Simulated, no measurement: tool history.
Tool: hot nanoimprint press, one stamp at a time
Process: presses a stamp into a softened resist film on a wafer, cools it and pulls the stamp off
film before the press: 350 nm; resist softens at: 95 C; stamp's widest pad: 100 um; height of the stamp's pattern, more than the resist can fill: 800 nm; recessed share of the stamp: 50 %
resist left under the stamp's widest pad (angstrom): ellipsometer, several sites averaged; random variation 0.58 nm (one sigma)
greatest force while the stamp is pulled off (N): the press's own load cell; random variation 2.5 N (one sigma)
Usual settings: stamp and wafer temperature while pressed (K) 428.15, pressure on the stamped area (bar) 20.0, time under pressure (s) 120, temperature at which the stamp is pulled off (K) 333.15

run	day	stamp and wafer temperature while pressed (K)	pressure on the stamped area (bar)	time under pressure (s)	temperature at which the stamp is pulled off (K)	resist left under the stamp's widest pad (angstrom)	greatest force while the stamp is pulled off (N)
1	0.000	428.15	20.0	120	333.15	2072	171
2	1.029	428.15	20.0	89	333.15	2247	173
3	2.112	428.15	20.0	89	333.15	2252	176
4	3.383	428.15	20.0	120	333.15	2048	178
5	4.288	428.15	20.0	120	333.15	2054	184
6	5.000	428.15	20.0	120	333.15	2036	184
7	6.221	428.15	20.0	120	333.15	2039	195
8	7.267	428.15	20.0	120	333.15	2038	199
9	7.983	428.15	20.0	120	333.15	2032	204
10	9.071	428.15	20.0	91	333.15	2201	207
11	10.267	433.15	20.0	120	333.15	1688	211
# day 10.971: stamp cleaned and given a new release coat
12	11.708	433.15	20.0	120	333.15	1694	160
13	12.667	433.15	20.0	120	333.15	1680	164
14	13.688	428.15	27.2	120	333.15	1766	173
15	14.892	428.15	27.2	120	333.15	1784	178

The next listed run, before its measurement:
16	16.029	428.15	13.8	237	318.15	?	?

resist left under the stamp's widest pad (angstrom): 1872
greatest force while the stamp is pulled off (N): 200
Without the tool's hidden state the same run would have given resist left under the stamp's widest pad (angstrom) 1964, greatest force while the stamp is pulled off (N) 180.
